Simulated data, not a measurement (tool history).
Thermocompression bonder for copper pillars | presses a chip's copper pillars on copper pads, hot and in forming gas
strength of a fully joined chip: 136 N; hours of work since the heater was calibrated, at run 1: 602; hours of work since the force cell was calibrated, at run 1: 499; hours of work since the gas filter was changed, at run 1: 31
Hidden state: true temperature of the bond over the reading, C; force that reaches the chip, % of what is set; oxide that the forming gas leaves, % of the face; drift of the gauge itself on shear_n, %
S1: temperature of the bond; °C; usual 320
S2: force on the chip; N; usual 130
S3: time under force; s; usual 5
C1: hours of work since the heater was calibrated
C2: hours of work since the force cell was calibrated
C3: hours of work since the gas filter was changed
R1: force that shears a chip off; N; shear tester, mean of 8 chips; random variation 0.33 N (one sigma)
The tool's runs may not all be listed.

run	hour	S1	S2	S3	C1	C2	C3	R1
1	0.0	320	130	5	602	499	31	58.3
2	24.9	320	130	5	619	517	48	59.3
3	43.4	320	130	5	632	530	61	58.9
4	71.4	320	130	5	652	550	81	59.2
5	100.5	320	130	5	673	570	102	58.7
6	125.8	320	130	9	691	588	119	72.5
# hour 145.9: forming gas filter changed
7	151.9	320	130	8	709	606	4	70.5
8	164.8	320	130	5	718	615	13	58.9
9	188.0	320	130	5	734	632	30	59.4
10	213.0	311	130	13	752	649	47	76.6
11	229.0	319	104	14	763	661	59	72.9
12	258.4	296	88	8	784	682	79	42.8
13	285.2	320	101	3	803	700	98	40.8
14	316.0	320	101	3	824	722	120	40.0
# hour 334.9: forming gas filter changed
15	341.1	320	101	3	842	740	4	40.2
16	359.8	320	130	15	855	753	18	86.2
17	383.0	320	130	15	871	769	34	85.9

Some steps in R1 between neighbouring runs. How much of each would the tool show without its hidden state too (settings, what came in, random variation), and how much is left for the hidden state, with any gauge scatter that isn't in both results?
Run 15 -> 16: S2 101 -> 130, S3 3 -> 15. R1 +46.0 N: hidden state +0.6, all else +45.4.
